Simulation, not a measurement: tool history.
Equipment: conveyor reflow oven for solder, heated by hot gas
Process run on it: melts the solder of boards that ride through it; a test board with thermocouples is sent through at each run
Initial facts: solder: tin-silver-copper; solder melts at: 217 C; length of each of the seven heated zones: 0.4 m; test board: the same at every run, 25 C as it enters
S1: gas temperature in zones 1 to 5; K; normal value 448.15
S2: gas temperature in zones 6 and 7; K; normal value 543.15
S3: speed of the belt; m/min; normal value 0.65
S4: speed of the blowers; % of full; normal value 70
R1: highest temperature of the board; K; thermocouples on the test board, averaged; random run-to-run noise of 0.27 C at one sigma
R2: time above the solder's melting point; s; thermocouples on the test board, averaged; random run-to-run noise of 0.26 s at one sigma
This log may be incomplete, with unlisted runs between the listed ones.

run	hour	S1	S2	S3	S4	R1	R2
1	0	448.15	543.15	0.65	70	527.05	57.8
2	23.3	448.15	543.15	0.65	70	527.55	57.9
3	38.1	448.15	543.15	0.65	70	527.45	58.1
4	57	448.15	540.15	0.65	70	524.45	55.5
5	72.6	448.15	540.15	0.65	70	524.85	56.3
# hour 91.1: flux residue cleaned out of gas plates and filters
6	104.1	453.15	543.15	0.65	70	529.75	61.6
7	125.5	451.15	543.15	0.587	70	531.85	69.4

Run 8 is up next; what results do you expect?
8	141.6	459.15	543.15	0.65	70	?	?

{"run 8": {"R1": 530.35, "R2": 64.3}}
Without the tool's hidden state the same run would have given R1 530.15 K, R2 62.9 s.
